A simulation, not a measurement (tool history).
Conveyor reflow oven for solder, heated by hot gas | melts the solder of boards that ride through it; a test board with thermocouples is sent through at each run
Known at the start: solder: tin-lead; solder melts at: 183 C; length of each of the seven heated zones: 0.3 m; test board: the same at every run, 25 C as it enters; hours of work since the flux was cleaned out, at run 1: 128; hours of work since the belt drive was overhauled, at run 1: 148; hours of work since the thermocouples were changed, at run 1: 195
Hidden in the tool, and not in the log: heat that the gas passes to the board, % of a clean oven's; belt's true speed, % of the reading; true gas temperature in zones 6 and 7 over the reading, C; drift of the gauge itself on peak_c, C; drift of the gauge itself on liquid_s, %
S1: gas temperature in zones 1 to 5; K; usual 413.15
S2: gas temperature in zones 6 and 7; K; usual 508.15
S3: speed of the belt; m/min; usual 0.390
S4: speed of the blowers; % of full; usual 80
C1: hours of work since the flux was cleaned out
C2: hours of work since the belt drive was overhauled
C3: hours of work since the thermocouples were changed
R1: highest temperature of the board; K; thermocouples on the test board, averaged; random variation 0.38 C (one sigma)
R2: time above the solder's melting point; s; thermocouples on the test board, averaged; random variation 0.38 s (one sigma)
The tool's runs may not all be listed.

| run | hour | S1 | S2 | S3 | S4 | C1 | C2 | C3 | R1 | R2 |
|---|---|---|---|---|---|---|---|---|---|---|
| 1 | 0.0 | 413.15 | 508.15 | 0.390 | 80 | 128 | 148 | 195 | 495.65 | 76.1 |
| 2 | 22.0 | 413.15 | 508.15 | 0.390 | 80 | 141 | 161 | 209 | 496.85 | 75.7 |
| 3 | 46.7 | 413.15 | 508.15 | 0.390 | 80 | 156 | 176 | 224 | 496.15 | 75.7 |
| 4 | 69.0 | 413.15 | 508.15 | 0.390 | 80 | 170 | 190 | 238 | 495.25 | 75.1 |
| 5 | 89.2 | 413.15 | 508.15 | 0.390 | 80 | 182 | 202 | 250 | 496.35 | 75.3 |
| 6 | 114.5 | 413.15 | 508.15 | 0.390 | 80 | 197 | 218 | 265 | 495.85 | 75.8 |
| 7 | 136.7 | 413.15 | 508.15 | 0.390 | 80 | 211 | 231 | 279 | 496.15 | 74.9 |
| 8 | 147.3 | 413.15 | 508.15 | 0.390 | 80 | 218 | 238 | 285 | 496.05 | 75.8 |
| 9 | 164.7 | 413.15 | 508.15 | 0.390 | 80 | 228 | 248 | 296 | 495.35 | 75.2 |
| 10 | 187.7 | 414.15 | 508.15 | 0.390 | 80 | 242 | 262 | 310 | 495.85 | 76.3 |
| 11 | 210.6 | 414.15 | 508.15 | 0.390 | 80 | 256 | 276 | 324 | 495.75 | 76.1 |
| 12 | 221.1 | 414.15 | 508.15 | 0.342 | 80 | 263 | 283 | 331 | 499.05 | 89.9 |
| 13 | 241.7 | 414.15 | 508.15 | 0.342 | 80 | 275 | 295 | 343 | 499.15 | 90.5 |
| 14 | 259.7 | 414.15 | 508.15 | 0.342 | 80 | 286 | 306 | 354 | 500.25 | 89.9 |
| 15 | 275.7 | 414.15 | 508.15 | 0.342 | 80 | 296 | 316 | 364 | 499.35 | 90.6 |
| 16 | 291.4 | 406.15 | 508.15 | 0.431 | 80 | 306 | 326 | 374 | 491.25 | 61.0 |
| 17 | 310.3 | 413.15 | 508.15 | 0.406 | 80 | 317 | 337 | 385 | 494.15 | 71.1 |
| 18 | 332.9 | 409.15 | 497.15 | 0.452 | 80 | 331 | 351 | 399 | 480.45 | 49.7 |
| 19 | 355.2 | 413.15 | 516.15 | 0.467 | 53 | 345 | 365 | 413 | 488.05 | 55.4 |
| 20 | 370.1 | 426.15 | 511.15 | 0.323 | 59 | 354 | 374 | 422 | 501.55 | 103.5 |
| 21 | 382.3 | 408.15 | 504.15 | 0.323 | 59 | 361 | 381 | 429 | 492.15 | 85.7 |
| 22 | 399.2 | 408.15 | 504.15 | 0.323 | 59 | 371 | 392 | 439 | 492.65 | 86.0 |
| 23 | 424.2 | 413.15 | 508.15 | 0.341 | 80 | 387 | 407 | 455 | 499.25 | 90.0 |
| 24 | 449.6 | 413.15 | 508.15 | 0.341 | 80 | 402 | 422 | 470 | 499.35 | 90.0 |
| 25 | 467.5 | 398.15 | 509.15 | 0.364 | 80 | 413 | 433 | 481 | 496.35 | 75.2 |
| 26 | 479.7 | 424.15 | 506.15 | 0.424 | 59 | 421 | 441 | 489 | 488.75 | 67.3 |
| 27 | 490.9 | 424.15 | 506.15 | 0.424 | 59 | 427 | 448 | 495 | 488.85 | 68.0 |
|  | 507.8 | flux residue cleaned out of gas plates and filters |
| 28 | 515.5 | 400.15 | 522.15 | 0.406 | 86 | 5 | 460 | 507 | 509.45 | 77.2 |
| 29 | 537.9 | 400.15 | 522.15 | 0.406 | 86 | 18 | 473 | 521 | 509.45 | 77.0 |
| 30 | 556.7 | 413.15 | 508.15 | 0.385 | 51 | 30 | 485 | 533 | 491.75 | 72.7 |

5 ways to go on from here, each from the tool as it stands after run 30. What would each give?
| A | 580.5 | 425.15 | 508.15 | 0.396 | 51 | 44 | 499 | 547 | ? | ? |
| B | 580.5 | 413.15 | 508.15 | 0.385 | 74 | 44 | 499 | 547 | ? | ? |
| C | 580.5 | 428.15 | 508.15 | 0.390 | 74 | 44 | 499 | 547 | ? | ? |
| D | 580.5 | 423.15 | 508.15 | 0.385 | 53 | 44 | 499 | 547 | ? | ? |
| E | 580.5 | 409.15 | 508.15 | 0.449 | 73 | 44 | 499 | 547 | ? | ? |

| run | R1 | R2 |
|---|---|---|
| A | 493.45 | 77.0 |
| B | 497.55 | 77.7 |
| C | 499.15 | 85.7 |
| D | 494.25 | 79.8 |
| E | 491.95 | 61.0 |
Without the tool's hidden state the same runs would have given:
| run | R1 | R2 |
|---|---|---|
| A | 491.45 | 74.4 |
| B | 495.55 | 75.3 |
| C | 497.25 | 83.4 |
| D | 492.35 | 77.1 |
| E | 490.05 | 58.8 |
